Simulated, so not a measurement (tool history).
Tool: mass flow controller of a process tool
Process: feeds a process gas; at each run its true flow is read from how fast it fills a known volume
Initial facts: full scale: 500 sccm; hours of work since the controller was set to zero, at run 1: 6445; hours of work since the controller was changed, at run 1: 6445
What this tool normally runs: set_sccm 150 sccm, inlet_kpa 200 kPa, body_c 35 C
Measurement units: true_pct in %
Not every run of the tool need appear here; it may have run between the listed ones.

run	hour	set_sccm	inlet_kpa	body_c	hours of work since the controller was set to zero	hours of work since the controller was changed	true_pct
1	0	150	200	35	6445	6445	102.27
2	186.2	150	200	35	6539	6539	102.38
# hour 233.8: controller's zero set anew
3	455.3	150	200	35	113	6676	103.78
4	769.9	150	200	35	272	6836	103.82
5	974.9	150	200	35	377	6940	103.93
6	1317.7	150	200	35	551	7114	104.13
7	1472.1	150	200	35	629	7193	104
8	1653.9	150	200	35	722	7285	104.14
9	1968.5	150	200	35	882	7445	104.26
# hour 2093.7: controller's zero set anew, once more
10	2198.2	150	200	35	53	7561	100.4
11	2442	150	200	35	177	7685	100.61
12	2644	150	200	35	280	7788	100.36
13	2910.9	150	225	35	415	7924	100.78
14	3127.6	150	225	35	525	8034	100.72
15	3328.9	150	225	35	628	8136	100.86
16	3551.7	150	225	35	741	8249	100.72
17	3754.6	150	273	35	844	8352	100.88
18	3897.9	150	200	35	917	8425	100.95
19	4041.4	150	179	29	990	8498	100.25
20	4292.9	150	179	29	1118	8626	100.46
21	4484.1	150	179	29	1215	8723	100.46
22	4764.8	150	179	29	1358	8866	100.55
23	5061.7	150	179	29	1508	9017	100.53
24	5369.5	163	278	32	1665	9173	100.96
25	5676.7	126	187	35	1821	9329	101.26
26	6000.1	150	182	23	1985	9494	100.36
27	6335.9	85	200	35	2156	9664	101.73
28	6564.4	379	200	35	2272	9780	101.73
29	6768.5	66	200	22	2376	9884	101.13
30	6975.5	66	200	22	2481	9989	101.26
31	7204.3	150	200	22	2597	10106	100.45
32	7526.6	52	200	35	2761	10270	103.02
33	7712	150	190	35	2855	10364	101.63
34	8063.7	164	188	34	3034	10542	101.54
35	8319	164	166	40	3164	10672	102.13

A few steps of true_pct between consecutive runs. Split each: what settings, incoming material and random variation would produce without the hidden state, and what is left over for the hidden state, along with gauge scatter present in only one of the two compared results (measured, and without hidden state):
Hidden state present: flow at rest that the sensor doesn't see, % of full scale; true flow over the shown one, %; drift of the gauge itself on true_pct, %.
Run 2 -> 3: controller's zero set anew. true_pct +1.4 %: hidden state +1.39, all else +0.01.
Run 9 -> 10: controller's zero set anew, once more. true_pct -3.86 %: hidden state -3.67, all else -0.19.
Run 31 -> 32: set_sccm 150 -> 52, body_c 22 -> 35. true_pct +2.57 %: hidden state +1.87, all else +0.7.
Run 32 -> 33: set_sccm 52 -> 150, inlet_kpa 200 -> 190. true_pct -1.39 %: hidden state -1.76, all else +0.37.
